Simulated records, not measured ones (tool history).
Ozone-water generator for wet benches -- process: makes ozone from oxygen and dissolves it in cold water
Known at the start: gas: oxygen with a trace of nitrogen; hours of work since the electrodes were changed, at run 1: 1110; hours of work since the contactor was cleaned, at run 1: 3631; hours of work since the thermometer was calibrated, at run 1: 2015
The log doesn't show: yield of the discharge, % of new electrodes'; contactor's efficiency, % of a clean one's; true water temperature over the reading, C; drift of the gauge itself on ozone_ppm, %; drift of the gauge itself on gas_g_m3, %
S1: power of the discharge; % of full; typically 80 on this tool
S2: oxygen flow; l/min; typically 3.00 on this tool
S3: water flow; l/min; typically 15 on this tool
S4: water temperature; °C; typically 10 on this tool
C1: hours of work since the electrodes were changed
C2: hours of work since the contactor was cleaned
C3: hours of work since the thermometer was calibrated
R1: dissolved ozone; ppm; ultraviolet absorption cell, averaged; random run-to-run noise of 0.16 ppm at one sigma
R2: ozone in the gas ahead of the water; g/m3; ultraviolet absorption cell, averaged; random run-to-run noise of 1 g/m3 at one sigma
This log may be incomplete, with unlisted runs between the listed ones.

| run | hour | S1 | S2 | S3 | S4 | C1 | C2 | C3 | R1 | R2 |
|---|---|---|---|---|---|---|---|---|---|---|
| 1 | 0.0 | 80 | 3.00 | 15 | 10 | 1110 | 3631 | 2015 | 19.2 | 167.5 |
| 2 | 69.4 | 80 | 3.00 | 15 | 10 | 1172 | 3692 | 2077 | 18.9 | 167.4 |
| 3 | 133.4 | 80 | 3.00 | 15 | 10 | 1229 | 3749 | 2134 | 18.9 | 168.0 |
| 4 | 202.3 | 80 | 3.00 | 15 | 10 | 1290 | 3810 | 2195 | 19.3 | 169.6 |
| 5 | 267.1 | 80 | 3.00 | 15 | 16 | 1348 | 3868 | 2252 | 17.7 | 168.5 |
| 6 | 315.4 | 80 | 3.00 | 15 | 16 | 1390 | 3911 | 2295 | 17.8 | 167.3 |
| 7 | 372.7 | 80 | 1.56 | 15 | 16 | 1441 | 3962 | 2346 | 17.3 | 258.1 |
| 8 | 417.1 | 80 | 3.00 | 15 | 10 | 1481 | 4001 | 2386 | 18.8 | 168.4 |
| 9 | 468.2 | 80 | 3.00 | 15 | 10 | 1526 | 4047 | 2431 | 19.1 | 167.8 |
| 10 | 497.0 | 80 | 3.00 | 15 | 10 | 1552 | 4072 | 2457 | 18.7 | 167.0 |
| 11 | 537.3 | 80 | 3.00 | 15 | 10 | 1588 | 4108 | 2493 | 18.8 | 168.8 |
| 12 | 576.7 | 80 | 3.00 | 15 | 10 | 1623 | 4143 | 2528 | 18.8 | 166.2 |
| 13 | 608.2 | 80 | 3.00 | 15 | 10 | 1651 | 4171 | 2556 | 18.7 | 167.2 |
|  | 627.7 | water thermometer calibrated |
| 14 | 642.7 | 80 | 3.00 | 15 | 10 | 1681 | 4202 | 13 | 18.8 | 165.6 |
| 15 | 685.7 | 80 | 3.00 | 15 | 10 | 1719 | 4240 | 52 | 18.9 | 167.0 |
| 16 | 739.6 | 80 | 3.00 | 15 | 10 | 1767 | 4288 | 99 | 18.6 | 166.8 |
| 17 | 768.8 | 80 | 3.00 | 15 | 10 | 1793 | 4314 | 125 | 18.7 | 166.8 |
| 18 | 816.7 | 77 | 2.55 | 15 | 10 | 1836 | 4356 | 168 | 18.1 | 179.6 |
| 19 | 852.1 | 77 | 2.55 | 15 | 10 | 1867 | 4388 | 200 | 18.0 | 179.4 |
| 20 | 920.9 | 97 | 3.00 | 11 | 10 | 1928 | 4449 | 261 | 26.5 | 181.2 |
| 21 | 984.4 | 64 | 3.96 | 12 | 9 | 1985 | 4505 | 317 | 19.8 | 123.5 |
| 22 | 1035.0 | 77 | 3.00 | 16 | 9 | 2030 | 4550 | 362 | 17.3 | 162.0 |
| 23 | 1086.8 | 61 | 3.00 | 16 | 15 | 2076 | 4596 | 408 | 14.1 | 142.3 |
| 24 | 1127.4 | 91 | 2.06 | 21 | 6 | 2112 | 4632 | 444 | 14.2 | 226.1 |
| 25 | 1192.7 | 67 | 4.59 | 23 | 15 | 2170 | 4690 | 502 | 10.9 | 112.2 |
| 26 | 1263.2 | 67 | 4.59 | 23 | 15 | 2233 | 4753 | 565 | 10.7 | 112.9 |

What will run 27 give?
| 27 | 1309.2 | 86 | 3.00 | 15 | 13 | 2274 | 4794 | 606 | ? | ? |

Run 27 measured R1 18.7 ppm, R2 172.2 g/m3.
Were there no unlogged condition in the tool, this run, its random variation unchanged, would have produced R1 20.8 ppm, R2 185.4 g/m3.
